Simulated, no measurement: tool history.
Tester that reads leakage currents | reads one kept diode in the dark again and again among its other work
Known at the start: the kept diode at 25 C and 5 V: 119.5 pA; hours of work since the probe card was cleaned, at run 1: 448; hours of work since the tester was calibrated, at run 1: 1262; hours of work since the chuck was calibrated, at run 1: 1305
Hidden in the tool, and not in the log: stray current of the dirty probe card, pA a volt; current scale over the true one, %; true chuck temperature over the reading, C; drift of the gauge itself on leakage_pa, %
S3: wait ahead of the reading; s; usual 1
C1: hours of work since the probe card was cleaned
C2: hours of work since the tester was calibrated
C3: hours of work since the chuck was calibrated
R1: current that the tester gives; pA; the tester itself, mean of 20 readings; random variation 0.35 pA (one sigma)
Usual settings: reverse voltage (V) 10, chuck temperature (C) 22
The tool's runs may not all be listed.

run 1 hour=0 | reverse_voltage_(V)=10 chuck_temperature_(C)=22 S3=1 | C1=448 C2=1262 C3=1305 | R1=136.05
run 2 hour=36.4 | reverse_voltage_(V)=10 chuck_temperature_(C)=22 S3=1 | C1=476 C2=1290 C3=1333 | R1=136.37
run 3 hour=55.6 | reverse_voltage_(V)=10 chuck_temperature_(C)=22 S3=1 | C1=491 C2=1305 C3=1348 | R1=136.05
run 4 hour=72.6 | reverse_voltage_(V)=10 chuck_temperature_(C)=22 S3=1 | C1=504 C2=1318 C3=1361 | R1=136.98
run 5 hour=107.5 | reverse_voltage_(V)=10 chuck_temperature_(C)=22 S3=1 | C1=531 C2=1345 C3=1388 | R1=138.11
run 6 hour=142.7 | reverse_voltage_(V)=10 chuck_temperature_(C)=22 S3=1 | C1=558 C2=1372 C3=1415 | R1=138.39
run 7 hour=176.1 | reverse_voltage_(V)=10 chuck_temperature_(C)=22 S3=1 | C1=584 C2=1398 C3=1440 | R1=138.58
run 8 hour=208.4 | reverse_voltage_(V)=10 chuck_temperature_(C)=22 S3=1 | C1=608 C2=1422 C3=1465 | R1=138.77
-- hour=214 tester calibrated
run 9 hour=249.8 | reverse_voltage_(V)=10 chuck_temperature_(C)=22 S3=1 | C1=639 C2=28 C3=1496 | R1=140.68
run 10 hour=280.7 | reverse_voltage_(V)=10 chuck_temperature_(C)=22 S3=1 | C1=663 C2=51 C3=1519 | R1=140.91
-- hour=288.2 tester calibrated, once more
run 11 hour=304.1 | reverse_voltage_(V)=10 chuck_temperature_(C)=22 S3=1 | C1=679 C2=12 C3=1536 | R1=139.8
run 12 hour=337 | reverse_voltage_(V)=7.4 chuck_temperature_(C)=22 S3=4.03 | C1=704 C2=38 C3=1561 | R1=124.71
run 13 hour=371.2 | reverse_voltage_(V)=2 chuck_temperature_(C)=32 S3=2.18 | C1=731 C2=64 C3=1588 | R1=186.68
run 14 hour=404.6 | reverse_voltage_(V)=2 chuck_temperature_(C)=32 S3=4.72 | C1=757 C2=90 C3=1613 | R1=185.85
run 15 hour=438.7 | reverse_voltage_(V)=3.9 chuck_temperature_(C)=55 S3=4.83 | C1=783 C2=116 C3=1640 | R1=1506.95
run 16 hour=460.5 | reverse_voltage_(V)=1.7 chuck_temperature_(C)=29 S3=0.4 | C1=800 C2=133 C3=1656 | R1=136.67
run 17 hour=492.3 | reverse_voltage_(V)=1.7 chuck_temperature_(C)=43 S3=0.4 | C1=824 C2=157 C3=1681 | R1=444.03
run 18 hour=513.2 | reverse_voltage_(V)=1.7 chuck_temperature_(C)=43 S3=0.4 | C1=840 C2=173 C3=1697 | R1=445.49
run 19 hour=552.5 | reverse_voltage_(V)=1.7 chuck_temperature_(C)=43 S3=0.4 | C1=870 C2=204 C3=1727 | R1=445.22

The same runs without the tool's hidden state, with the same run-to-run variation:
run=1 R1=117.41
run=2 R1=117.15
run=3 R1=116.63
run=4 R1=117.17
run=5 R1=117.67
run=6 R1=117.44
run=7 R1=117.16
run=8 R1=116.87
run=9 R1=117.69
run=10 R1=117.47
run=11 R1=117.19
run=12 R1=104.92
run=13 R1=163.75
run=14 R1=162.62
run=15 R1=1346.73
run=16 R1=118.7
run=17 R1=391.87
run=18 R1=392.66
run=19 R1=391.47
